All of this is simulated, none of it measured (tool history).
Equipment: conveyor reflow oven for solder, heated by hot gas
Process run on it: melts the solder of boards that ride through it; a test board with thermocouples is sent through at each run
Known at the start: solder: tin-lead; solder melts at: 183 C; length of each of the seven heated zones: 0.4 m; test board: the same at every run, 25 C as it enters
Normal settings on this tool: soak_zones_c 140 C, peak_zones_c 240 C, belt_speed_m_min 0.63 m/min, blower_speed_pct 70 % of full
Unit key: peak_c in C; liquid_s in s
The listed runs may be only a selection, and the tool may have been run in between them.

{"run": 1, "hour": 0.0, "soak_zones_c": 140, "peak_zones_c": 240, "belt_speed_m_min": 0.63, "blower_speed_pct": 70, "peak_c": 222, "liquid_s": 61.5}
{"run": 2, "hour": 38.1, "soak_zones_c": 140, "peak_zones_c": 240, "belt_speed_m_min": 0.63, "blower_speed_pct": 70, "peak_c": 221.7, "liquid_s": 61.4}
{"run": 3, "hour": 125.6, "soak_zones_c": 140, "peak_zones_c": 252, "belt_speed_m_min": 0.63, "blower_speed_pct": 70, "peak_c": 231.8, "liquid_s": 67.6}
{"run": 4, "hour": 204.5, "soak_zones_c": 140, "peak_zones_c": 252, "belt_speed_m_min": 0.63, "blower_speed_pct": 70, "peak_c": 231.7, "liquid_s": 67.8}
{"hour": 219.8, "done": "flux residue cleaned out of gas plates and filters"}
{"run": 5, "hour": 282.9, "soak_zones_c": 140, "peak_zones_c": 252, "belt_speed_m_min": 0.63, "blower_speed_pct": 70, "peak_c": 233.4, "liquid_s": 68.9}
{"run": 6, "hour": 331.4, "soak_zones_c": 140, "peak_zones_c": 251, "belt_speed_m_min": 0.63, "blower_speed_pct": 70, "peak_c": 232.1, "liquid_s": 67.8}
{"run": 7, "hour": 398.8, "soak_zones_c": 140, "peak_zones_c": 241, "belt_speed_m_min": 0.63, "blower_speed_pct": 70, "peak_c": 222.8, "liquid_s": 62.7}
{"run": 8, "hour": 465.0, "soak_zones_c": 140, "peak_zones_c": 241, "belt_speed_m_min": 0.63, "blower_speed_pct": 70, "peak_c": 222.7, "liquid_s": 62.5}
{"run": 9, "hour": 544.0, "soak_zones_c": 140, "peak_zones_c": 241, "belt_speed_m_min": 0.69, "blower_speed_pct": 70, "peak_c": 219.1, "liquid_s": 54.3}
{"run": 10, "hour": 627.9, "soak_zones_c": 140, "peak_zones_c": 241, "belt_speed_m_min": 0.69, "blower_speed_pct": 70, "peak_c": 219.1, "liquid_s": 54}
{"hour": 715.9, "done": "flux residue cleaned out of gas plates and filters"}
{"run": 11, "hour": 715.9, "soak_zones_c": 128, "peak_zones_c": 240, "belt_speed_m_min": 0.63, "blower_speed_pct": 70, "peak_c": 220.1, "liquid_s": 57.5}
{"run": 12, "hour": 789.6, "soak_zones_c": 133, "peak_zones_c": 240, "belt_speed_m_min": 0.722, "blower_speed_pct": 60, "peak_c": 213, "liquid_s": 44.4}
{"run": 13, "hour": 873.8, "soak_zones_c": 140, "peak_zones_c": 240, "belt_speed_m_min": 0.63, "blower_speed_pct": 53, "peak_c": 215.9, "liquid_s": 57.3}
{"run": 14, "hour": 956.8, "soak_zones_c": 140, "peak_zones_c": 240, "belt_speed_m_min": 0.63, "blower_speed_pct": 53, "peak_c": 215.7, "liquid_s": 57.6}
{"hour": 970.6, "done": "thermocouples of zones 6 and 7 changed"}
{"run": 15, "hour": 1025.8, "soak_zones_c": 140, "peak_zones_c": 240, "belt_speed_m_min": 0.63, "blower_speed_pct": 53, "peak_c": 217.5, "liquid_s": 58.7}
{"run": 16, "hour": 1089.1, "soak_zones_c": 140, "peak_zones_c": 240, "belt_speed_m_min": 0.63, "blower_speed_pct": 53, "peak_c": 217.5, "liquid_s": 58.7}
{"run": 17, "hour": 1153.5, "soak_zones_c": 140, "peak_zones_c": 229, "belt_speed_m_min": 0.704, "blower_speed_pct": 53, "peak_c": 204.4, "liquid_s": 39.1}
{"hour": 1199.4, "done": "belt drive overhauled, speed set with a stopwatch"}
{"run": 18, "hour": 1199.4, "soak_zones_c": 137, "peak_zones_c": 233, "belt_speed_m_min": 0.704, "blower_speed_pct": 53, "peak_c": 204.1, "liquid_s": 37.2}
{"hour": 1218.3, "done": "flux residue cleaned out of gas plates and filters"}
{"run": 19, "hour": 1293.4, "soak_zones_c": 140, "peak_zones_c": 240, "belt_speed_m_min": 0.63, "blower_speed_pct": 70, "peak_c": 222.1, "liquid_s": 61.7}

Run 20 is up next; what results do you expect?
{"run": 20, "hour": 1333.5, "soak_zones_c": 140, "peak_zones_c": 240, "belt_speed_m_min": 0.63, "blower_speed_pct": 70, "peak_c": "?", "liquid_s": "?"}

peak_c: 222.5 C
liquid_s: 61.5 s
With the hidden condition absent and the run-to-run variation left alone, this run would have shown peak_c 223.4 C, liquid_s 62.1 s.
